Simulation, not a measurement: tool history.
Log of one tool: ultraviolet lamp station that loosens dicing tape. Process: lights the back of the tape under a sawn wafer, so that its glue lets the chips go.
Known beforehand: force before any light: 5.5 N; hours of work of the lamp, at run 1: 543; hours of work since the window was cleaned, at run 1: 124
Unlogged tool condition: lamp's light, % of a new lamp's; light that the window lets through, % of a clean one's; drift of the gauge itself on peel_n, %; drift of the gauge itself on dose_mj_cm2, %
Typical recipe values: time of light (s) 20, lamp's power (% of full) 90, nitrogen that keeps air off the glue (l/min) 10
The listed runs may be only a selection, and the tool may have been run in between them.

| run | hour | time of light (s) | lamp's power (% of full) | nitrogen that keeps air off the glue (l/min) | hours of work of the lamp | hours of work since the window was cleaned | force that peels the tape off (N) | light that reached the tape (mJ/cm²) |
|---|---|---|---|---|---|---|---|---|
| 1 | 0.0 | 20 | 90 | 10 | 543 | 124 | 0.291 | 303 |
| 2 | 14.5 | 20 | 90 | 10 | 553 | 134 | 0.289 | 297 |
| 3 | 25.8 | 20 | 71 | 10 | 561 | 142 | 0.544 | 233 |
| 4 | 36.6 | 20 | 90 | 3 | 568 | 149 | 0.925 | 298 |
| 5 | 45.7 | 10 | 90 | 3 | 575 | 155 | 2.096 | 148 |
| 6 | 55.4 | 10 | 90 | 3 | 581 | 162 | 2.181 | 145 |
| 7 | 66.4 | 10 | 90 | 3 | 589 | 170 | 2.237 | 147 |
| 8 | 79.1 | 10 | 90 | 3 | 598 | 179 | 2.186 | 152 |
| 9 | 95.4 | 10 | 90 | 3 | 609 | 190 | 2.197 | 143 |
| 10 | 112.0 | 20 | 90 | 10 | 620 | 201 | 0.329 | 293 |
| 11 | 123.2 | 20 | 90 | 10 | 628 | 209 | 0.334 | 292 |
| 12 | 133.3 | 20 | 90 | 19 | 635 | 216 | 0.199 | 287 |
| 13 | 149.0 | 20 | 90 | 19 | 646 | 227 | 0.177 | 281 |
| 14 | 169.8 | 20 | 90 | 10 | 660 | 241 | 0.344 | 286 |
| 15 | 191.3 | 20 | 90 | 10 | 675 | 256 | 0.363 | 285 |
| 16 | 206.7 | 20 | 90 | 10 | 686 | 267 | 0.363 | 284 |
| 17 | 222.2 | 20 | 90 | 10 | 697 | 278 | 0.374 | 278 |
| 18 | 231.7 | 15 | 90 | 10 | 703 | 284 | 0.696 | 211 |
| 19 | 241.4 | 14 | 90 | 10 | 710 | 291 | 0.782 | 194 |
| 20 | 258.0 | 14 | 90 | 10 | 722 | 302 | 0.788 | 192 |
| 21 | 267.6 | 14 | 90 | 10 | 728 | 309 | 0.813 | 194 |
| 22 | 276.7 | 14 | 90 | 10 | 734 | 315 | 0.778 | 192 |
| 23 | 296.9 | 20 | 90 | 4 | 748 | 329 | 0.850 | 270 |
| 24 | 312.2 | 20 | 90 | 4 | 759 | 340 | 0.884 | 269 |
| 25 | 330.7 | 27 | 90 | 7 | 772 | 353 | 0.274 | 360 |
| 26 | 351.8 | 17 | 90 | 3 | 786 | 367 | 1.409 | 225 |
| 27 | 371.1 | 11 | 78 | 3 | 800 | 381 | 2.570 | 129 |
| 28 | 382.2 | 18 | 91 | 11 | 807 | 388 | 0.488 | 240 |
| 29 | 395.7 | 18 | 91 | 11 | 817 | 398 | 0.474 | 237 |
| 30 | 411.7 | 28 | 60 | 4 | 828 | 409 | 1.035 | 243 |
|  | 413.9 | window cleaned of glue's vapour |
| 31 | 422.9 | 28 | 60 | 4 | 835 | 6 | 1.126 | 232 |
| 32 | 441.1 | 28 | 60 | 4 | 848 | 19 | 1.118 | 229 |
| 33 | 451.2 | 28 | 60 | 4 | 855 | 26 | 1.127 | 233 |
| 34 | 464.0 | 28 | 60 | 4 | 864 | 35 | 1.106 | 227 |
| 35 | 476.0 | 33 | 73 | 5 | 872 | 43 | 0.490 | 328 |
| 36 | 485.2 | 15 | 90 | 6 | 878 | 49 | 1.245 | 178 |
| 37 | 505.4 | 15 | 81 | 4 | 892 | 63 | 1.759 | 159 |
|  | 510.8 | window cleaned of glue's vapour, once more |
| 38 | 515.8 | 35 | 81 | 19 | 899 | 3 | 0.077 | 433 |
| 39 | 533.9 | 22 | 91 | 4 | 912 | 16 | 0.679 | 304 |
| 40 | 550.8 | 22 | 91 | 4 | 923 | 28 | 0.677 | 303 |
| 41 | 572.0 | 22 | 83 | 6 | 938 | 42 | 0.576 | 278 |
|  | 582.3 | lamp changed |
| 42 | 590.5 | 22 | 69 | 6 | 6 | 54 | 0.508 | 298 |
| 43 | 602.5 | 19 | 94 | 4 | 14 | 63 | 0.507 | 351 |
| 44 | 618.9 | 15 | 92 | 4 | 25 | 74 | 0.890 | 267 |

Hidden state at the last listed run before each entry between runs and at the first one after, where it differs:
Runs 30 to 31: window cleaned of glue's vapour (hour 413.9)
  lamp's light, % of a new lamp's: 79.1 -> 79; light that the window lets through, % of a clean one's: 91.6 -> 87.4
  measured value less the no-hidden-state value, force that peels the tape off (N): +0.469 -> +0.552; light that reached the tape (mJ/cm²): -92 -> -105
Runs 37 to 38: window cleaned of glue's vapour, once more (hour 510.8)
  lamp's light, % of a new lamp's: 77.5 -> 77.4; light that the window lets through, % of a clean one's: 86.2 -> 99.7
  measured value less the no-hidden-state value, force that peels the tape off (N): +0.738 -> +0.016; light that reached the tape (mJ/cm²): -81 -> -130
Runs 41 to 42: lamp changed (hour 582.3)
  lamp's light, % of a new lamp's: 76.4 -> 99; light that the window lets through, % of a clean one's: 98.9 -> 98.7
  measured value less the no-hidden-state value, force that peels the tape off (N): +0.278 -> +0.025; light that reached the tape (mJ/cm²): -90 -> -7
